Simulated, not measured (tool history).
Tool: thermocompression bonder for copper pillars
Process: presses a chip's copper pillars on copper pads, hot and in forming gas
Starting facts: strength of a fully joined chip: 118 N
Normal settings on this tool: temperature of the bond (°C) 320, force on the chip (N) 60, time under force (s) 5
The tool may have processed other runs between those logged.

run    hour  temperature of the bond (°C)  force on the chip (N)  time under force (s)  force that shears a chip off (N)
  1       0                           320                     60                     5                              63.3
       47.3  -- forming gas filter changed
  2    61.7                           320                     60                     5                                66
  3    91.4                           320                     60                     5                              63.7
  4   126.3                           320                     60                     5                              62.7
  5   160.3                           320                     60                     5                                64
  6     212                           320                     60                     5                              62.7
  7   279.2                           320                     60                     5                              60.3
  8   312.2                           320                     60                     3                              51.2
  9   354.3                           320                     84                     5                              77.1
 10   412.8                           320                     60                     5                              59.5
 11   468.9                           320                     60                     5                              57.7
 12   530.5                           320                     60                     5                              56.4
 13   568.5                           320                     60                     5                              57.6
      581.8  -- forming gas filter changed
 14   600.7                           320                     60                     5                              59.5
      660.3  -- heater calibrated with a thermocouple chip
 15   672.8                           320                     60                     5                              65.6
 16   736.7                           320                     60                     4                              61.1
 17   783.7                           320                     60                     4                              59.5
 18   833.6                           320                     60                     4                              57.2
 19   879.1                           320                     60                     4                              57.7
 20   948.4                           320                     59                     4                              56.1
 21  1016.5                           320                     59                     4                              53.2
 22  1076.2                           320                     59                     4                              52.8
 23  1111.1                           320                     59                     4                              52.6
     1118.8  -- forming gas filter changed
 24  1143.5                           298                     52                     3                              31.5
 25  1181.1                           298                     52                     3                              31.7
 26    1217                           345                     37                     4                              43.8
 27  1249.6                           347                     53                    14                              88.9
 28  1316.8                           309                     70                    15                              80.3
     1365.1  -- heater calibrated with a thermocouple chip
 29  1390.1                           309                     70                    15                              87.2
 30  1421.1                           309                     70                    15                              86.9
 31  1473.3                           320                     60                     3                              51.2
 32  1532.4                           319                     56                     4                              53.1
 33  1564.2                           334                     77                     6                              86.8
 34  1599.4                           334                     77                     6                              86.6
 35  1628.3                           294                     60                     5                              43.6
     1661.4  -- forming gas filter changed
 36  1696.7                           327                     89                    10                               101
     1747.9  -- force cell calibrated
 37  1767.5                           299                     58                     6                              51.2
 38    1812                           348                     42                    12                              77.8
 39  1858.7                           318                     53                     7                              59.2
 40  1922.2                           349                     60                    11                              95.5

Branching from run 40: 3 alternative next runs. What would each branch give?
  A  1952.3                           316                     60                     9                                 ?
  B  1952.3                           291                     60                    13                                 ?
  C  1952.3                           334                     89                     7                                 ?

run  force that shears a chip off (N)
  A                              68.6
  B                              59.8
  C                              95.2
Without the tool's unlogged condition, the same runs would have read:
run  force that shears a chip off (N)
  A                              77.7
  B                              69.2
  C                             102.6

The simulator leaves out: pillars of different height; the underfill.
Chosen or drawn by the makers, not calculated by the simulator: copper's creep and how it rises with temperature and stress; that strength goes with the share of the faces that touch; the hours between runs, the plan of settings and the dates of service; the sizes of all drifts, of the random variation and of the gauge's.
